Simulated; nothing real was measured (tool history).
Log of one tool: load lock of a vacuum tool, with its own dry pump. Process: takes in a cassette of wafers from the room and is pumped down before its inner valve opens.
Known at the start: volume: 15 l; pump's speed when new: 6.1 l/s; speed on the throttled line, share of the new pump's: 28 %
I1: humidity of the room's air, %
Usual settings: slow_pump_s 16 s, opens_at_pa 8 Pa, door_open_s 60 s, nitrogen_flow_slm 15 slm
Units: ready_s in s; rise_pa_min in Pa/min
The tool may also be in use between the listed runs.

Run 1, day 0.000: usual settings; I1 43.6. Result: ready_s 34.4 s, rise_pa_min 0.463 Pa/min.
Run 2, day 8.333: usual settings but door_open_s 180 s; I1 41.0. Result: ready_s 34.2 s, rise_pa_min 0.583 Pa/min.
Run 3, day 16.942: usual settings but door_open_s 180 s; I1 42.3. Result: ready_s 34.2 s, rise_pa_min 0.619 Pa/min.
Run 4, day 21.783: usual settings but door_open_s 180 s; I1 42.5. Result: ready_s 34.9 s, rise_pa_min 0.639 Pa/min.
Run 5, day 28.946: usual settings; I1 44.2. Result: ready_s 35.3 s, rise_pa_min 0.578 Pa/min.
Run 6, day 40.492: usual settings; I1 45.7. Result: ready_s 35.2 s, rise_pa_min 0.613 Pa/min.
Run 7, day 49.096: usual settings; I1 48.0. Result: ready_s 34.8 s, rise_pa_min 0.654 Pa/min.
Run 8, day 56.996: usual settings but nitrogen_flow_slm 37 slm; I1 44.3. Result: ready_s 34.6 s, rise_pa_min 0.655 Pa/min.
Run 9, day 64.808: usual settings but nitrogen_flow_slm 37 slm; I1 46.3. Result: ready_s 36.0 s, rise_pa_min 0.692 Pa/min.
Run 10, day 70.233: usual settings but door_open_s 35 s, nitrogen_flow_slm 37 slm; I1 44.4. Result: ready_s 35.4 s, rise_pa_min 0.695 Pa/min.
Run 11, day 75.829: usual settings; I1 47.8. Result: ready_s 35.7 s, rise_pa_min 0.777 Pa/min.
At day 79.767: door's seal changed, seat wiped.
Run 12, day 87.321: usual settings; I1 46.8. Result: ready_s 35.5 s, rise_pa_min 0.094 Pa/min.
Run 13, day 95.588: usual settings; I1 42.3. Result: ready_s 35.7 s, rise_pa_min 0.090 Pa/min.
Run 14, day 103.729: usual settings; I1 45.0. Result: ready_s 35.7 s, rise_pa_min 0.108 Pa/min.
Run 15, day 111.038: usual settings; I1 44.3. Result: ready_s 36.1 s, rise_pa_min 0.115 Pa/min.
Run 16, day 117.038: usual settings; I1 42.3. Result: ready_s 35.8 s, rise_pa_min 0.117 Pa/min.
Run 17, day 124.333: usual settings; I1 43.0. Result: ready_s 36.6 s, rise_pa_min 0.124 Pa/min.
Run 18, day 133.900: usual settings; I1 47.1. Result: ready_s 36.5 s, rise_pa_min 0.144 Pa/min.
Run 19, day 145.496: usual settings but slow_pump_s 14 s, door_open_s 150 s; I1 40.1. Result: ready_s 34.5 s, rise_pa_min 0.225 Pa/min.
Run 20, day 157.192: usual settings but slow_pump_s 15 s, opens_at_pa 9 Pa, door_open_s 41 s, nitrogen_flow_slm 6 slm; I1 48.2. Result: ready_s 35.5 s, rise_pa_min 0.185 Pa/min.
Run 21, day 165.762: usual settings but slow_pump_s 15 s, opens_at_pa 9 Pa, door_open_s 41 s, nitrogen_flow_slm 6 slm; I1 43.9. Result: ready_s 36.4 s, rise_pa_min 0.190 Pa/min.
Run 22, day 171.275: usual settings but slow_pump_s 8 s, opens_at_pa 15 Pa, door_open_s 69 s, nitrogen_flow_slm 32 slm; I1 46.5. Result: ready_s 28.9 s, rise_pa_min 0.195 Pa/min.
Run 23, day 179.512: usual settings but door_open_s 44 s, nitrogen_flow_slm 40 slm; I1 45.1. Result: ready_s 36.5 s, rise_pa_min 0.190 Pa/min.
Run 24, day 184.521: usual settings but door_open_s 44 s, nitrogen_flow_slm 40 slm; I1 43.9. Result: ready_s 37.1 s, rise_pa_min 0.194 Pa/min.
Run 25, day 193.046: usual settings but opens_at_pa 10 Pa, door_open_s 164 s, nitrogen_flow_slm 4 slm; I1 44.6. Result: ready_s 36.1 s, rise_pa_min 0.409 Pa/min.
Run 26, day 198.279: usual settings but opens_at_pa 10 Pa, door_open_s 164 s, nitrogen_flow_slm 4 slm; I1 43.0. Result: ready_s 36.2 s, rise_pa_min 0.404 Pa/min.
Run 27, day 204.279: usual settings but opens_at_pa 10 Pa, door_open_s 164 s, nitrogen_flow_slm 4 slm; I1 45.7. Result: ready_s 36.5 s, rise_pa_min 0.437 Pa/min.
Run 28, day 214.879: usual settings but slow_pump_s 14 s; I1 42.7. Result: ready_s 35.9 s, rise_pa_min 0.308 Pa/min.
Run 29, day 223.183: usual settings but slow_pump_s 14 s; I1 43.3. Result: ready_s 35.9 s, rise_pa_min 0.338 Pa/min.
Run 30, day 230.825: usual settings but slow_pump_s 14 s; I1 45.4. Result: ready_s 35.5 s, rise_pa_min 0.360 Pa/min.
Run 31, day 236.217: usual settings but slow_pump_s 14 s; I1 45.6. Result: ready_s 36.3 s, rise_pa_min 0.362 Pa/min.
Run 32, day 241.912: usual settings but slow_pump_s 10 s, opens_at_pa 12 Pa, door_open_s 49 s, nitrogen_flow_slm 23 slm; I1 43.8. Result: ready_s 31.4 s, rise_pa_min 0.358 Pa/min.

The next listed run, before its measurement:
Run 33, day 247.092: usual settings but slow_pump_s 25 s, door_open_s 134 s, nitrogen_flow_slm 23 slm; I1 44.5. Result: ready_s ?, rise_pa_min ?.

{"run 33": {"ready_s": 43.2, "rise_pa_min": 0.441}}
Without the tool's hidden state the same run would have given ready_s 41.1 s, rise_pa_min 0.127 Pa/min.
